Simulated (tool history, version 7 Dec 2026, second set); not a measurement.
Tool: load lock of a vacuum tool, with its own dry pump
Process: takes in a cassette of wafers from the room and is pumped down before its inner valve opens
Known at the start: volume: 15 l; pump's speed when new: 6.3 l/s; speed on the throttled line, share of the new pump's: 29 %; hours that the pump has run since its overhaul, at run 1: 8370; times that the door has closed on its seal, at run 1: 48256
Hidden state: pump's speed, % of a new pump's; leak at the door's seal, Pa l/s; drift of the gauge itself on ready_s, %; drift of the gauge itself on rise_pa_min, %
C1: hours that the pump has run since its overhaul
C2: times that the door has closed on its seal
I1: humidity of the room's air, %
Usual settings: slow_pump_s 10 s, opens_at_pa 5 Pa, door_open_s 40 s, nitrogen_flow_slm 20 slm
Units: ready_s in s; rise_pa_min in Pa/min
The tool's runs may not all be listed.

run 1 day=0.000 | slow_pump_s=10 opens_at_pa=5 door_open_s=40 nitrogen_flow_slm=20 | C1=8370 C2=48256 | I1=45.3 | ready_s=34.1 rise_pa_min=0.332
run 2 day=12.567 | slow_pump_s=10 opens_at_pa=5 door_open_s=40 nitrogen_flow_slm=20 | C1=8672 C2=49536 | I1=48.7 | ready_s=33.4 rise_pa_min=0.352
run 3 day=21.029 | slow_pump_s=10 opens_at_pa=9 door_open_s=40 nitrogen_flow_slm=20 | C1=8875 C2=50398 | I1=47.1 | ready_s=32.4 rise_pa_min=0.350
run 4 day=30.438 | slow_pump_s=10 opens_at_pa=9 door_open_s=40 nitrogen_flow_slm=20 | C1=9101 C2=51357 | I1=42.0 | ready_s=31.3 rise_pa_min=0.355
run 5 day=38.796 | slow_pump_s=7 opens_at_pa=5 door_open_s=40 nitrogen_flow_slm=20 | C1=9301 C2=52208 | I1=41.5 | ready_s=31.7 rise_pa_min=0.370
run 6 day=48.479 | slow_pump_s=10 opens_at_pa=5 door_open_s=40 nitrogen_flow_slm=22 | C1=9534 C2=53195 | I1=45.7 | ready_s=34.1 rise_pa_min=0.377
run 7 day=57.108 | slow_pump_s=10 opens_at_pa=8 door_open_s=40 nitrogen_flow_slm=20 | C1=9741 C2=54074 | I1=40.9 | ready_s=32.7 rise_pa_min=0.386
run 8 day=63.350 | slow_pump_s=10 opens_at_pa=8 door_open_s=63 nitrogen_flow_slm=9 | C1=9891 C2=54710 | I1=44.4 | ready_s=32.5 rise_pa_min=0.419
run 9 day=72.329 | slow_pump_s=10 opens_at_pa=5 door_open_s=72 nitrogen_flow_slm=11 | C1=10106 C2=55625 | I1=43.2 | ready_s=35.2 rise_pa_min=0.427
run 10 day=83.242 | slow_pump_s=10 opens_at_pa=5 door_open_s=72 nitrogen_flow_slm=11 | C1=10368 C2=56737 | I1=48.0 | ready_s=35.3 rise_pa_min=0.458
run 11 day=95.925 | slow_pump_s=18 opens_at_pa=5 door_open_s=72 nitrogen_flow_slm=7 | C1=10672 C2=58029 | I1=45.4 | ready_s=40.4 rise_pa_min=0.471

Measured less the same run without the tool's hidden state. The same run-to-run variation is in both; the gauge's scatter may not be:
run=1 ready_s=+2.7 rise_pa_min=+0.277
run=2 ready_s=+2.8 rise_pa_min=+0.289
run=3 ready_s=+2.7 rise_pa_min=+0.297
run=4 ready_s=+2.7 rise_pa_min=+0.307
run=5 ready_s=+3.3 rise_pa_min=+0.322
run=6 ready_s=+3.1 rise_pa_min=+0.331
run=7 ready_s=+3.1 rise_pa_min=+0.339
run=8 ready_s=+3.0 rise_pa_min=+0.343
run=9 ready_s=+3.5 rise_pa_min=+0.351
run=10 ready_s=+3.6 rise_pa_min=+0.371
run=11 ready_s=+3.3 rise_pa_min=+0.382
